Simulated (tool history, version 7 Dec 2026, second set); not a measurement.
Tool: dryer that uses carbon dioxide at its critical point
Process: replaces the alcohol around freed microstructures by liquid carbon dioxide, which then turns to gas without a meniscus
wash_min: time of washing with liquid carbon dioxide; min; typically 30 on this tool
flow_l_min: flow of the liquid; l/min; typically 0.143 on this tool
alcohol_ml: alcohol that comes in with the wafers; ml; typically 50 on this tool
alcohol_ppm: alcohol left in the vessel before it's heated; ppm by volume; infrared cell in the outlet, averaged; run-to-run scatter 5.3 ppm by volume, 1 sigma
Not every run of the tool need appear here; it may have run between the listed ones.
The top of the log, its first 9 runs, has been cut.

Run 10, hour 85.6: usual settings but alcohol_ml 23 ml. Result: alcohol_ppm 104 ppm by volume.
Run 11, hour 93.5: usual settings but alcohol_ml 23 ml. Result: alcohol_ppm 110 ppm by volume.
Run 12, hour 102.4: usual settings but alcohol_ml 23 ml. Result: alcohol_ppm 103 ppm by volume.
Run 13, hour 111.7: usual settings but wash_min 47 min. Result: alcohol_ppm 59 ppm by volume.
Run 14, hour 125.2: usual settings but wash_min 47 min. Result: alcohol_ppm 46 ppm by volume.
Run 15, hour 135.4: usual settings but wash_min 47 min, alcohol_ml 55 ml. Result: alcohol_ppm 54 ppm by volume.
Run 16, hour 143.7: usual settings but wash_min 47 min, alcohol_ml 111 ml. Result: alcohol_ppm 55 ppm by volume.
Run 17, hour 151.5: usual settings but wash_min 47 min, alcohol_ml 111 ml. Result: alcohol_ppm 47 ppm by volume.
Run 18, hour 165.8: usual settings but wash_min 47 min, alcohol_ml 111 ml. Result: alcohol_ppm 60 ppm by volume.
Run 19, hour 175.5: usual settings but alcohol_ml 96 ml. Result: alcohol_ppm 320 ppm by volume.
Run 20, hour 190.3: usual settings but alcohol_ml 96 ml. Result: alcohol_ppm 331 ppm by volume.
Run 21, hour 198.8: usual settings but alcohol_ml 96 ml. Result: alcohol_ppm 327 ppm by volume.
Run 22, hour 212.8: usual settings but alcohol_ml 57 ml. Result: alcohol_ppm 224 ppm by volume.

Run 23 has not been measured yet. What should we expect?
Run 23, hour 221.2: usual settings but alcohol_ml 57 ml. Result: alcohol_ppm ?.

alcohol_ppm: 218 ppm by volume
With no hidden state in the tool, this same run would have given alcohol_ppm 120 ppm by volume.
